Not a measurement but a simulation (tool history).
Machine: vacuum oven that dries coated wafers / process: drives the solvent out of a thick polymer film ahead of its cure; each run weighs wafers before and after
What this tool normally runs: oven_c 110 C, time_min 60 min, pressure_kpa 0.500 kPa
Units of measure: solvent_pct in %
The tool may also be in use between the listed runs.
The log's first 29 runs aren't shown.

| run | hour | oven_c | time_min | pressure_kpa | hours of work since the thermocouples were calibrated | hours of work since the vacuum gauge was cleaned of residue | solvent_pct |
|---|---|---|---|---|---|---|---|
| 30 | 497.8 | 99 | 60 | 0.500 | 374 | 556 | 4.14 |
| 31 | 508.4 | 118 | 60 | 0.548 | 379 | 561 | 1.07 |
| 32 | 526.5 | 97 | 87 | 0.500 | 386 | 569 | 3.22 |
| 33 | 550.8 | 97 | 87 | 0.500 | 396 | 579 | 3.23 |
| 34 | 565.4 | 95 | 60 | 0.500 | 403 | 585 | 4.90 |
| 35 | 577.8 | 124 | 32 | 0.322 | 408 | 590 | 1.85 |
| 36 | 590.6 | 110 | 60 | 1.560 | 413 | 596 | 2.74 |
| 37 | 614.5 | 110 | 60 | 1.560 | 423 | 606 | 2.73 |
| 38 | 632.4 | 110 | 108 | 0.500 | 431 | 613 | 0.77 |
| 39 | 642.7 | 119 | 60 | 0.365 | 435 | 618 | 0.89 |
| 40 | 660.1 | 121 | 60 | 0.500 | 443 | 625 | 0.80 |
| 41 | 683.2 | 121 | 60 | 0.500 | 452 | 635 | 0.82 |
| 42 | 693.7 | 121 | 60 | 0.500 | 457 | 639 | 0.80 |
| 43 | 717.7 | 121 | 60 | 0.500 | 467 | 650 | 0.81 |
| 44 | 740.5 | 109 | 62 | 0.461 | 477 | 659 | 2.13 |
| 45 | 758.6 | 110 | 60 | 1.380 | 484 | 667 | 2.63 |
| 46 | 780.7 | 110 | 60 | 1.380 | 494 | 676 | 2.62 |
| 47 | 798.8 | 111 | 92 | 0.589 | 501 | 684 | 1.03 |
| 48 | 818.2 | 107 | 60 | 0.387 | 510 | 692 | 2.54 |

Predict each of these 3 candidate next runs independently; none follows another, all start after run 48:
| A | 837.9 | 108 | 48 | 0.623 | 518 | 700 | ? |
| B | 837.9 | 123 | 60 | 0.500 | 518 | 700 | ? |
| C | 837.9 | 96 | 60 | 0.500 | 518 | 700 | ? |

| run | solvent_pct |
|---|---|
| A | 3.25 |
| B | 0.65 |
| C | 4.70 |
The same runs, with their run-to-run variation unchanged, on a tool lacking any hidden condition would have given:
| run | solvent_pct |
|---|---|
| A | 3.25 |
| B | 0.65 |
| C | 4.69 |
